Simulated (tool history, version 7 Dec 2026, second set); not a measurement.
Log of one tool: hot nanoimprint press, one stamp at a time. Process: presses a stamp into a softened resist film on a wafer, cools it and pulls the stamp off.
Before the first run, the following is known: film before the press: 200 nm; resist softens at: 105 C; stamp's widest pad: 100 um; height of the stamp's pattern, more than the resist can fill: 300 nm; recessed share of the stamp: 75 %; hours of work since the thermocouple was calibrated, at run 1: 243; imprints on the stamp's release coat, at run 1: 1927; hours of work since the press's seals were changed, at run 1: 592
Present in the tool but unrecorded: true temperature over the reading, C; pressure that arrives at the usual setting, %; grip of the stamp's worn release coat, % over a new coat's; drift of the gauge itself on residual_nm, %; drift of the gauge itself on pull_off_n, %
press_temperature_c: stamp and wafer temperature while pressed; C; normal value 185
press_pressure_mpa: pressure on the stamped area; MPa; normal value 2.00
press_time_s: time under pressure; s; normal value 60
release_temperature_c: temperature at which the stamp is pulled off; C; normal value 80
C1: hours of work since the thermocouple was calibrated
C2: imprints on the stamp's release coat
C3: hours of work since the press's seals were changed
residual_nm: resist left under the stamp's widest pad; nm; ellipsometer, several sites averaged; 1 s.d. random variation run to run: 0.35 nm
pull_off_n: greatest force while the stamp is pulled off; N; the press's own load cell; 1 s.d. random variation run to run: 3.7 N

Run 1, hour 0.0: usual settings; C1 243; C2 1927; C3 592. Result: residual_nm 87.6 nm, pull_off_n 212 N.
Run 2, hour 13.0: usual settings; C1 253; C2 1993; C3 602. Result: residual_nm 86.2 nm, pull_off_n 216 N.
Run 3, hour 25.4: usual settings; C1 263; C2 2057; C3 612. Result: residual_nm 86.9 nm, pull_off_n 225 N.
Run 4, hour 34.7: usual settings but release_temperature_c 71 C; C1 270; C2 2105; C3 619. Result: residual_nm 86.5 nm, pull_off_n 246 N.
Run 5, hour 46.2: usual settings but release_temperature_c 71 C; C1 279; C2 2164; C3 628. Result: residual_nm 87.0 nm, pull_off_n 255 N.
Run 6, hour 62.8: usual settings but release_temperature_c 71 C; C1 292; C2 2250; C3 641. Result: residual_nm 86.1 nm, pull_off_n 255 N.
At hour 67.1: plate thermocouple calibrated.
At hour 81.0: stamp cleaned and given a new release coat.
Run 7, hour 90.2: usual settings but release_temperature_c 71 C; C1 13; C2 47; C3 655. Result: residual_nm 84.6 nm, pull_off_n 198 N.
Run 8, hour 103.1: usual settings but press_temperature_c 179 C, press_pressure_mpa 3.05 MPa, release_temperature_c 76 C; C1 23; C2 114; C3 665. Result: residual_nm 89.3 nm, pull_off_n 180 N.
Run 9, hour 112.8: usual settings but release_temperature_c 84 C; C1 31; C2 163; C3 673. Result: residual_nm 84.6 nm, pull_off_n 172 N.
Run 10, hour 131.0: usual settings but press_temperature_c 175 C, release_temperature_c 84 C; C1 45; C2 257; C3 687. Result: residual_nm 122.6 nm, pull_off_n 171 N.
Run 11, hour 141.3: usual settings but press_temperature_c 175 C, release_temperature_c 84 C; C1 53; C2 310; C3 695. Result: residual_nm 122.3 nm, pull_off_n 164 N.
Run 12, hour 160.9: usual settings but press_temperature_c 175 C, release_temperature_c 84 C; C1 68; C2 411; C3 710. Result: residual_nm 121.2 nm, pull_off_n 176 N.
Run 13, hour 178.6: usual settings but press_temperature_c 195 C, press_pressure_mpa 1.77 MPa, press_time_s 47 s, release_temperature_c 77 C; C1 82; C2 502; C3 724. Result: residual_nm 67.7 nm, pull_off_n 193 N.

4 options for the next run, each taken on its own from the tool as it stands now. Forecast them:
At hour 198.9: plate thermocouple calibrated, once more.
Run A, hour 199.1: usual settings but press_temperature_c 195 C, press_pressure_mpa 1.77 MPa, press_time_s 118 s, release_temperature_c 77 C; C1 0; C2 592; C3 738. Result: residual_nm ?, pull_off_n ?.
At hour 198.9: plate thermocouple calibrated, once more.
Run B, hour 199.1: usual settings but press_temperature_c 184 C, press_pressure_mpa 1.77 MPa, press_time_s 47 s, release_temperature_c 77 C; C1 0; C2 592; C3 738. Result: residual_nm ?, pull_off_n ?.
At hour 198.9: plate thermocouple calibrated, once more.
Run C, hour 199.1: usual settings but press_temperature_c 190 C, press_pressure_mpa 2.43 MPa, press_time_s 47 s, release_temperature_c 78 C; C1 0; C2 592; C3 738. Result: residual_nm ?, pull_off_n ?.
At hour 198.9: plate thermocouple calibrated, once more.
Run D, hour 199.1: usual settings but press_temperature_c 195 C, press_pressure_mpa 2.40 MPa, press_time_s 65 s, release_temperature_c 69 C; C1 0; C2 592; C3 738. Result: residual_nm ?, pull_off_n ?.

run  residual_nm  pull_off_n
  A         49.8         194
  B        108.4         193
  C         76.2         189
  D         55.1         212
What these runs would have given with no unlogged condition in the tool:
run  residual_nm  pull_off_n
  A         49.0         181
  B        107.0         180
  C         74.6         176
  D         53.9         198
